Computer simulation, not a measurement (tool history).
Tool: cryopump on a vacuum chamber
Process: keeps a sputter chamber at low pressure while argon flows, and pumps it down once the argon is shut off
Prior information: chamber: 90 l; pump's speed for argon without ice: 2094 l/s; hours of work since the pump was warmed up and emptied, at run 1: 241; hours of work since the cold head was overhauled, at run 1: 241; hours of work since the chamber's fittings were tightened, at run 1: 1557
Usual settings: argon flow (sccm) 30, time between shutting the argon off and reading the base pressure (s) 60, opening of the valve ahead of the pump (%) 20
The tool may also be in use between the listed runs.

run   hour  argon flow (sccm)  time between shutting the argon off and reading the base pressure (s)  opening of the valve ahead of the pump (%)  hours of work since the pump was warmed up and emptied  hours of work since the cold head was overhauled  hours of work since the chamber's fittings were tightened  pressure while argon flows (Pa)  pressure after the wait (uPa)
  1    0.0                 30                                                                     60                                          20                                                     241                                               241                                                       1557                           0.1248                           0.83
  2   15.6                 30                                                                     60                                          20                                                     253                                               253                                                       1569                           0.1245                           0.77
  3   26.4                 30                                                                     60                                          20                                                     262                                               262                                                       1578                           0.1247                           0.82
  4   37.9                 30                                                                     60                                          20                                                     271                                               271                                                       1587                           0.1253                           0.85
  5   46.6                 30                                                                     95                                          20                                                     278                                               278                                                       1594                           0.1258                           0.66
  6   61.5                 30                                                                     42                                          20                                                     290                                               290                                                       1606                           0.1256                           0.99
  7   76.3                 30                                                                     42                                          20                                                     302                                               302                                                       1618                           0.1260                           0.95
  8   92.8                 30                                                                     42                                          20                                                     315                                               315                                                       1631                           0.1267                           0.97
  9  113.0                 30                                                                     42                                          20                                                     331                                               331                                                       1647                           0.1262                           1.00
 10  126.2                 30                                                                     60                                          35                                                     342                                               342                                                       1658                           0.0741                           0.86
 11  145.3                 30                                                                     60                                          35                                                     357                                               357                                                       1673                           0.0736                           0.86
 12  156.7                 30                                                                     60                                          41                                                     366                                               366                                                       1682                           0.0651                           0.86
 13  175.1                 30                                                                    196                                          20                                                     381                                               381                                                       1697                           0.1275                           0.57
     190.5  -- pump warmed up, emptied and cooled again
 14  195.2                 30                                                                    196                                          20                                                       4                                               393                                                       1709                           0.1210                           0.52
 15  205.8                 30                                                                    196                                          58                                                      12                                               402                                                       1717                           0.0424                           0.50
 16  220.8                 30                                                                     54                                          20                                                      24                                               414                                                       1729                           0.1222                           0.82
 17  237.5                 30                                                                     60                                          20                                                      38                                               427                                                       1743                           0.1211                           0.76
 18  256.6                 20                                                                    185                                          44                                                      53                                               442                                                       1758                           0.0367                           0.58
 19  276.2                 30                                                                     32                                          19                                                      69                                               458                                                       1774                           0.1297                           1.11
 20  295.1                 30                                                                     32                                          19                                                      84                                               473                                                       1789                           0.1282                           1.11
     298.5  -- leaking fittings of the chamber tightened, without venting
 21  309.0                 50                                                                     26                                          15                                                      93                                               483                                                          8                           0.2722                           1.05
 22  325.5                 20                                                                    196                                          56                                                     106                                               496                                                         22                           0.0294                           0.25
 23  342.7                 20                                                                    196                                          56                                                     120                                               510                                                         35                           0.0301                           0.29
 24  356.5                 30                                                                     60                                          19                                                     131                                               521                                                         46                           0.1303                           0.53
 25  372.2                 20                                                                     60                                          36                                                     144                                               533                                                         59                           0.0460                           0.53
 26  383.8                 20                                                                     63                                          16                                                     153                                               543                                                         68                           0.1020                           0.56
 27  393.5                 55                                                                    108                                          42                                                     161                                               550                                                         76                           0.1099                           0.41
 28  407.8                 36                                                                     60                                          60                                                     172                                               562                                                         88                           0.0508                           0.54
 29  420.3                 12                                                                    235                                          27                                                     182                                               572                                                         98                           0.0374                           0.26
 30  438.5                 12                                                                    235                                          27                                                     197                                               586                                                        112                           0.0376                           0.26
 31  458.0                 12                                                                    235                                          27                                                     212                                               602                                                        128                           0.0365                           0.29
 32  468.4                 12                                                                    235                                          27                                                     221                                               610                                                        136                           0.0373                           0.30
 33  484.4                 12                                                                    278                                          36                                                     234                                               623                                                        149                           0.0275                           0.30
 34  502.5                 12                                                                    278                                          36                                                     248                                               638                                                        163                           0.0283                           0.30

3 ways to go on from here, each from the tool as it stands after run 34. What would each give?
  A  513.4                 12                                                                     23                                          35                                                     257                                               646                                                        172                                ?                              ?
  B  513.4                 30                                                                     60                                          20                                                     257                                               646                                                        172                                ?                              ?
  C  513.4                 14                                                                    256                                          25                                                     257                                               646                                                        172                                ?                              ?

run  pressure while argon flows (Pa)  pressure after the wait (uPa)
  A                           0.0287                           1.18
  B                           0.1253                           0.58
  C                           0.0467                           0.32
With the hidden condition removed and each run's random variation left untouched, the same runs would have given:
run  pressure while argon flows (Pa)  pressure after the wait (uPa)
  A                           0.0271                           1.11
  B                           0.1215                           0.51
  C                           0.0449                           0.25
